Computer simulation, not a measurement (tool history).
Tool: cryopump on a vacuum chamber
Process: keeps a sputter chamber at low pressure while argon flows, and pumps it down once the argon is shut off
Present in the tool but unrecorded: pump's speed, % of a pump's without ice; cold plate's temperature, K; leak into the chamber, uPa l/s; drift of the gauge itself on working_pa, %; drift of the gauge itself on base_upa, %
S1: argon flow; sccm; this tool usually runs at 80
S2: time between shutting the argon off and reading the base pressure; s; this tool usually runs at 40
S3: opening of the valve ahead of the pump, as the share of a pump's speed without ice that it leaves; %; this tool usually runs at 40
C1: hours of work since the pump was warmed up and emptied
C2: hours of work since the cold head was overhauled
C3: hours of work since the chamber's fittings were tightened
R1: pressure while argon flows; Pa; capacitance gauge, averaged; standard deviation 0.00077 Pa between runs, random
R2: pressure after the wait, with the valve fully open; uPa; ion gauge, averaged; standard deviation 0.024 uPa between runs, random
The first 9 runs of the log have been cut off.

run,hour,S1,S2,S3,C1,C2,C3,R1,R2
10,257.7,80,23,40,329,871,2773,0.163,1.84
11,296.6,80,40,55,349,892,2793,0.124,1.33
12,324.6,80,131,55,364,907,2808,0.1251,0.79
13,345.8,74,40,40,375,918,2819,0.154,1.33
14,378.7,74,40,40,392,935,2836,0.1537,1.31
15,401,74,40,40,404,947,2848,0.1547,1.38
16,428.8,80,40,40,418,961,2862,0.1682,1.35
17,462.9,80,40,15,436,979,2880,0.4175,1.37
18,487.5,145,29,40,449,992,2893,0.3081,1.65
19,514.9,89,29,40,464,1007,2908,0.1906,1.68
20,556.1,89,50,40,485,1028,2929,0.1905,1.24
21,597.1,109,26,40,507,1050,2951,0.238,1.83
22,620.6,109,26,40,519,1062,2963,0.2399,1.87
# hour 645.6: pump warmed up, emptied and cooled again
23,666.3,109,26,40,11,1083,2985,0.2051,1.63
24,687.6,145,81,40,22,1095,2996,0.2711,0.85
25,726.1,38,40,29,42,1115,3016,0.0975,1.24
26,758.9,38,40,29,59,1132,3033,0.0986,1.25
27,778.7,80,31,40,70,1142,3044,0.1515,1.48
28,801,80,31,40,82,1154,3055,0.1533,1.46
29,827,67,171,40,95,1168,3069,0.1284,0.73
30,864.9,80,171,43,115,1188,3089,0.1435,0.64
31,890.8,47,45,43,129,1201,3102,0.0845,1.16
32,922.6,47,53,43,145,1218,3119,0.085,1.11
33,958.1,47,53,43,164,1237,3138,0.0858,1.14

Consider 3 possible next runs. They are alternatives, not a sequence: every one starts from the tool as it was left by run 33. What does each give?
A,988.3,142,53,43,180,1252,3154,?,?
B,988.3,103,53,43,180,1252,3154,?,?
C,988.3,36,25,24,180,1252,3154,?,?

run,R1,R2
A,0.2613,1.14
B,0.1879,1.13
C,0.1145,1.8
Without the tool's unlogged condition, the same runs would have read:
run,R1,R2
A,0.2445,0.7
B,0.1758,0.7
C,0.1103,1.36

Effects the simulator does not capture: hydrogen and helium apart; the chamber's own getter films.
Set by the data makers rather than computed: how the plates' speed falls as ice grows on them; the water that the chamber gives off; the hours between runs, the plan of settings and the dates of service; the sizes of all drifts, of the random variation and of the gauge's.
